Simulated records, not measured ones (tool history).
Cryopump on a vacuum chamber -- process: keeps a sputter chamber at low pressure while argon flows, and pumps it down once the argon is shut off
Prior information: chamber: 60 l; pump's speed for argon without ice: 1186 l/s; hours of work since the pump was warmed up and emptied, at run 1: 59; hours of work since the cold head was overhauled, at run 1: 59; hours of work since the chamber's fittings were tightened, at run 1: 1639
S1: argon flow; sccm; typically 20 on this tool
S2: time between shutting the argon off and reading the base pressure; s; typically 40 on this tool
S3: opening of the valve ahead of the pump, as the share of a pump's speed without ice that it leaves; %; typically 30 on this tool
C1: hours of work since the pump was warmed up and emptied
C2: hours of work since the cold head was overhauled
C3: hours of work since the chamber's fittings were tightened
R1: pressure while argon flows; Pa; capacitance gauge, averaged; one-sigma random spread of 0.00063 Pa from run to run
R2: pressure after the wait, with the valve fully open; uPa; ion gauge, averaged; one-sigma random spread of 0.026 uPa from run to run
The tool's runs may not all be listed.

run	hour	S1	S2	S3	C1	C2	C3	R1	R2
1	0	20	40	30	59	59	1639	0.0945	2.98
2	32.1	20	40	40	83	83	1663	0.0728	3.08
3	62.9	20	40	40	106	106	1687	0.0724	3
4	78.5	20	40	40	118	118	1698	0.0709	3.1
5	108.2	20	40	40	140	140	1721	0.0728	3.02
6	130.8	20	40	40	157	157	1738	0.0722	3.11
7	163.1	20	40	15	182	182	1762	0.1914	3.16
8	192.4	17	202	46	204	204	1784	0.0533	2.5
9	210.2	9	225	26	217	217	1798	0.0506	2.57
10	240.2	31	110	19	240	240	1820	0.2343	2.65

3 ways to go on from here, each from the tool as it stands after run 10. What would each give?
A	258.9	11	40	30	254	254	1834	?	?
B	258.9	13	110	41	254	254	1834	?	?
C	258.9	18	40	30	254	254	1834	?	?

run	R1	R2
A	0.0552	3.27
B	0.0471	2.83
C	0.0883	3.31
With the hidden condition removed and each run's random variation left untouched, the same runs would have given:
run	R1	R2
A	0.0539	1.07
B	0.0457	0.58
C	0.0863	1.08
